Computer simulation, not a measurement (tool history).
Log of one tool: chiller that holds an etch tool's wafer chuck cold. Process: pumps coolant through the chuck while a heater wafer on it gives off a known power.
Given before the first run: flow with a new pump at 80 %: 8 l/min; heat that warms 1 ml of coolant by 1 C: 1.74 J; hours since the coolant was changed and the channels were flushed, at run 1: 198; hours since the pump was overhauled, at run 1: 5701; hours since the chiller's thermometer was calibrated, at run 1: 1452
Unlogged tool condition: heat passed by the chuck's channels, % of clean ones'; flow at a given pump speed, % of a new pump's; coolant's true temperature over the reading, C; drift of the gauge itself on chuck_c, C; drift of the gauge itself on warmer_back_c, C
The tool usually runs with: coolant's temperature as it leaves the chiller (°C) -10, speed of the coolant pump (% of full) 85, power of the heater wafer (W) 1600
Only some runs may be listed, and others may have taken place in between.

run      day  coolant's temperature as it leaves the chiller (°C)  speed of the coolant pump (% of full)  power of the heater wafer (W)  hours since the coolant was changed and the channels were flushed  hours since the pump was overhauled  hours since the chiller's thermometer was calibrated  chuck's temperature once it has settled (°C)  how much warmer the coolant comes back (C)
  1        0                                                  -10                                     85                           1600                                                                198                                 5701                                                  1452                                           1.7                                        6.63
  2    3.417                                                  -10                                     85                           1600                                                                280                                 5783                                                  1534                                           1.7                                        6.66
  3    9.354                                                  -10                                     85                           1024                                                                423                                 5925                                                  1677                                          -2.4                                        4.27
  4   14.021                                                  -10                                     85                           1024                                                                535                                 6037                                                  1789                                          -2.3                                        4.32
  5   21.167                                                  -10                                     85                           1600                                                                706                                 6209                                                  1960                                           1.9                                        6.67
  6   26.625                                                  -10                                     85                           1600                                                                837                                 6340                                                  2091                                           1.7                                        6.73
  7   33.604                                                  -10                                     85                           1600                                                               1005                                 6507                                                  2259                                           1.9                                        6.71
  8   38.692                                                  -10                                     85                           2026                                                               1127                                 6629                                                  2381                                             5                                        8.46
  9   42.171                                                  -10                                     85                           2026                                                               1210                                 6713                                                  2464                                           5.1                                        8.54
 10   48.033                                                  -10                                     85                            866                                                               1351                                 6853                                                  2605                                          -3.3                                        3.62
 11   55.033                                                  -10                                     85                           1600                                                               1519                                 7021                                                  2773                                             2                                        6.79
      58.571  -- chiller's thermometer calibrated
 12   60.888                                                  -10                                     85                           1600                                                               1659                                 7161                                                    56                                           1.7                                        6.76
 13   67.054                                                   -8                                     61                           1600                                                               1807                                 7309                                                   204                                           8.2                                        9.92
 14    70.55                                                  -13                                     61                           1600                                                               1890                                 7393                                                   288                                           3.3                                        9.86
 15   75.175                                                  -13                                     61                           1600                                                               2001                                 7504                                                   399                                           3.4                                        9.88
 16     82.4                                                   -9                                     85                           2302                                                               2175                                 7677                                                   572                                           8.4                                        9.81
 17   85.375                                                   -2                                     82                           2271                                                               2246                                 7749                                                   643                                          15.8                                       10.05
 18   91.183                                                   -2                                     82                           2271                                                               2386                                 7888                                                   783                                          15.8                                        9.99
      92.371  -- coolant pump overhauled
 19   97.388                                                  -10                                     65                           2095                                                               2530                                  120                                                   927                                           9.7                                       11.56
 20  102.217                                                  -11                                     67                           1854                                                               2645                                  236                                                  1043                                             6                                         9.8
 21  107.962                                                  -11                                     67                           1854                                                               2783                                  374                                                  1180                                             6                                         9.9

Run 22 comes next. What will it give?
 22  112.604                                                    0                                     67                           1854                                                               2895                                  486                                                  1292                                             ?                                           ?

Run 22 produced chuck's temperature once it has settled (°C) 17.3, how much warmer the coolant comes back (C) 9.83.
If the tool had no hidden condition, the same run with the same run-to-run variation would have returned chuck's temperature once it has settled (°C) 16.2, how much warmer the coolant comes back (C) 9.77.
